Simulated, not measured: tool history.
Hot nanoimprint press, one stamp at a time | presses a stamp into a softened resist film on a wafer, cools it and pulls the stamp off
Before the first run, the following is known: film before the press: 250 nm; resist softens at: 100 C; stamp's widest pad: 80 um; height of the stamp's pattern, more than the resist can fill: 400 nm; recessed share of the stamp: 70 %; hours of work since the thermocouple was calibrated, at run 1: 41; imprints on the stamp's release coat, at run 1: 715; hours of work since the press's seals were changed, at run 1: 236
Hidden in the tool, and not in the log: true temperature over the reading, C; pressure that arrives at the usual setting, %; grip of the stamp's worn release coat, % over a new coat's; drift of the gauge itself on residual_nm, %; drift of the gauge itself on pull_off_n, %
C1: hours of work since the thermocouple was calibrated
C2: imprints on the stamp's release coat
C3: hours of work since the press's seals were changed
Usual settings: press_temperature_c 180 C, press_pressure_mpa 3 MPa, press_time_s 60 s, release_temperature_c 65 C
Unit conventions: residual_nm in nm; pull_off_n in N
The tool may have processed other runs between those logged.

{"run": 1, "hour": 0.0, "press_temperature_c": 180, "press_pressure_mpa": 3, "press_time_s": 60, "release_temperature_c": 65, "C1": 41, "C2": 715, "C3": 236, "residual_nm": 90.3, "pull_off_n": 135.8}
{"run": 2, "hour": 6.7, "press_temperature_c": 180, "press_pressure_mpa": 3, "press_time_s": 60, "release_temperature_c": 65, "C1": 45, "C2": 746, "C3": 240, "residual_nm": 90.3, "pull_off_n": 135.6}
{"run": 3, "hour": 14.8, "press_temperature_c": 187, "press_pressure_mpa": 3, "press_time_s": 60, "release_temperature_c": 65, "C1": 51, "C2": 785, "C3": 246, "residual_nm": 71.5, "pull_off_n": 136.4}
{"run": 4, "hour": 23.2, "press_temperature_c": 180, "press_pressure_mpa": 3, "press_time_s": 60, "release_temperature_c": 60, "C1": 57, "C2": 824, "C3": 251, "residual_nm": 90.1, "pull_off_n": 152.5}
{"run": 5, "hour": 33.1, "press_temperature_c": 180, "press_pressure_mpa": 3, "press_time_s": 60, "release_temperature_c": 60, "C1": 63, "C2": 871, "C3": 258, "residual_nm": 90.2, "pull_off_n": 152.9}
{"run": 6, "hour": 41.4, "press_temperature_c": 180, "press_pressure_mpa": 3.48, "press_time_s": 60, "release_temperature_c": 65, "C1": 69, "C2": 910, "C3": 264, "residual_nm": 82.6, "pull_off_n": 136.6}
{"run": 7, "hour": 46.6, "press_temperature_c": 180, "press_pressure_mpa": 3.48, "press_time_s": 60, "release_temperature_c": 51, "C1": 73, "C2": 935, "C3": 267, "residual_nm": 82.7, "pull_off_n": 179.4}
{"run": 8, "hour": 56.1, "press_temperature_c": 180, "press_pressure_mpa": 3.48, "press_time_s": 60, "release_temperature_c": 51, "C1": 79, "C2": 980, "C3": 274, "residual_nm": 82.6, "pull_off_n": 178.6}
{"run": 9, "hour": 60.8, "press_temperature_c": 180, "press_pressure_mpa": 3.48, "press_time_s": 60, "release_temperature_c": 51, "C1": 82, "C2": 1002, "C3": 277, "residual_nm": 82.6, "pull_off_n": 179.1}
{"run": 10, "hour": 70.6, "press_temperature_c": 180, "press_pressure_mpa": 3, "press_time_s": 60, "release_temperature_c": 65, "C1": 89, "C2": 1048, "C3": 284, "residual_nm": 90.2, "pull_off_n": 137.2}
{"hour": 82.2, "done": "stamp cleaned and given a new release coat"}
{"run": 11, "hour": 83.3, "press_temperature_c": 180, "press_pressure_mpa": 3, "press_time_s": 60, "release_temperature_c": 65, "C1": 94, "C2": 5, "C3": 288, "residual_nm": 90.4, "pull_off_n": 136.7}
{"run": 12, "hour": 91.5, "press_temperature_c": 180, "press_pressure_mpa": 3, "press_time_s": 60, "release_temperature_c": 65, "C1": 99, "C2": 44, "C3": 294, "residual_nm": 90.3, "pull_off_n": 136.4}
{"run": 13, "hour": 97.2, "press_temperature_c": 174, "press_pressure_mpa": 3, "press_time_s": 60, "release_temperature_c": 65, "C1": 103, "C2": 71, "C3": 298, "residual_nm": 111.1, "pull_off_n": 136.4}
{"run": 14, "hour": 101.8, "press_temperature_c": 174, "press_pressure_mpa": 3, "press_time_s": 60, "release_temperature_c": 65, "C1": 106, "C2": 92, "C3": 301, "residual_nm": 111.2, "pull_off_n": 135}
{"run": 15, "hour": 111.5, "press_temperature_c": 180, "press_pressure_mpa": 3, "press_time_s": 60, "release_temperature_c": 65, "C1": 113, "C2": 138, "C3": 307, "residual_nm": 90.1, "pull_off_n": 136}
{"run": 16, "hour": 118.4, "press_temperature_c": 180, "press_pressure_mpa": 3, "press_time_s": 60, "release_temperature_c": 60, "C1": 117, "C2": 171, "C3": 312, "residual_nm": 90.1, "pull_off_n": 152}
{"run": 17, "hour": 123.7, "press_temperature_c": 182, "press_pressure_mpa": 3, "press_time_s": 77, "release_temperature_c": 65, "C1": 121, "C2": 196, "C3": 316, "residual_nm": 77.2, "pull_off_n": 136.7}
{"run": 18, "hour": 133.4, "press_temperature_c": 182, "press_pressure_mpa": 3, "press_time_s": 77, "release_temperature_c": 62, "C1": 128, "C2": 242, "C3": 322, "residual_nm": 77.4, "pull_off_n": 146.2}
{"run": 19, "hour": 141.6, "press_temperature_c": 180, "press_pressure_mpa": 3, "press_time_s": 64, "release_temperature_c": 59, "C1": 133, "C2": 281, "C3": 328, "residual_nm": 88.1, "pull_off_n": 154.3}
{"run": 20, "hour": 146.7, "press_temperature_c": 180, "press_pressure_mpa": 3, "press_time_s": 96, "release_temperature_c": 52, "C1": 137, "C2": 305, "C3": 331, "residual_nm": 76.7, "pull_off_n": 176.7}
{"run": 21, "hour": 151.5, "press_temperature_c": 180, "press_pressure_mpa": 1.88, "press_time_s": 85, "release_temperature_c": 65, "C1": 140, "C2": 327, "C3": 335, "residual_nm": 105.7, "pull_off_n": 136}
{"run": 22, "hour": 159.8, "press_temperature_c": 176, "press_pressure_mpa": 3, "press_time_s": 60, "release_temperature_c": 50, "C1": 146, "C2": 367, "C3": 340, "residual_nm": 103.6, "pull_off_n": 182.4}
{"run": 23, "hour": 170.5, "press_temperature_c": 179, "press_pressure_mpa": 3.53, "press_time_s": 60, "release_temperature_c": 68, "C1": 153, "C2": 417, "C3": 348, "residual_nm": 84.6, "pull_off_n": 126.6}
{"run": 24, "hour": 175.2, "press_temperature_c": 179, "press_pressure_mpa": 3.53, "press_time_s": 60, "release_temperature_c": 68, "C1": 156, "C2": 439, "C3": 351, "residual_nm": 85, "pull_off_n": 127.6}

Run 25 has not been measured yet. What should we expect?
{"run": 25, "hour": 185.2, "press_temperature_c": 176, "press_pressure_mpa": 3.53, "press_time_s": 60, "release_temperature_c": 53, "C1": 163, "C2": 487, "C3": 358, "residual_nm": "?", "pull_off_n": "?"}

residual_nm: 94.2 nm
pull_off_n: 173.2 N
Were there no unlogged condition in the tool, this run, its random variation unchanged, would have produced residual_nm 94.2 nm, pull_off_n 173 N.

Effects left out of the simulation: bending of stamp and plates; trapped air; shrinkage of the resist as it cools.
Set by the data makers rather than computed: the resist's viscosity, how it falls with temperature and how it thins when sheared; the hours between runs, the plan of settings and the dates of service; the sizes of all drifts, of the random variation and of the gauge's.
